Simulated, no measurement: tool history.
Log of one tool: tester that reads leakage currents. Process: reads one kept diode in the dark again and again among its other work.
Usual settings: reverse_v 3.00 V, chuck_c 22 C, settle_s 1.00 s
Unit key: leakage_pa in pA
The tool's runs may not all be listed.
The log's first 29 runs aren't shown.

| run | day | reverse_v | chuck_c | settle_s | leakage_pa |
|---|---|---|---|---|---|
| 30 | 63.267 | 13.49 | 50 | 2.78 | 708.02 |
| 31 | 64.579 | 4.41 | 41 | 7.81 | 230.54 |
| 32 | 66.388 | 1.45 | 32 | 7.81 | 72.34 |
| 33 | 67.879 | 1.20 | 32 | 7.36 | 67.41 |
| 34 | 70.646 | 1.20 | 32 | 7.36 | 67.29 |
| 35 | 73.258 | 14.82 | 29 | 0.38 | 150.71 |
| 36 | 74.408 | 14.82 | 29 | 0.38 | 151.75 |
| 37 | 77.033 | 14.82 | 29 | 0.38 | 152.05 |
| 38 | 79.629 | 14.82 | 29 | 0.38 | 153.94 |
| 39 | 80.788 | 14.82 | 29 | 0.38 | 153.70 |

Each row is a separate what-if for the run after 39, all from the same tool condition, not one after another. Results?
| A | 83.354 | 2.21 | 36 | 3.91 | ? |
| B | 83.354 | 4.76 | 22 | 1.00 | ? |
| C | 83.354 | 17.20 | 29 | 0.38 | ? |

| run | leakage_pa |
|---|---|
| A | 122.03 |
| B | 52.50 |
| C | 165.32 |
The same runs, with their run-to-run variation unchanged, on a tool lacking any hidden condition would have given:
| run | leakage_pa |
|---|---|
| A | 101.48 |
| B | 39.26 |
| C | 123.18 |
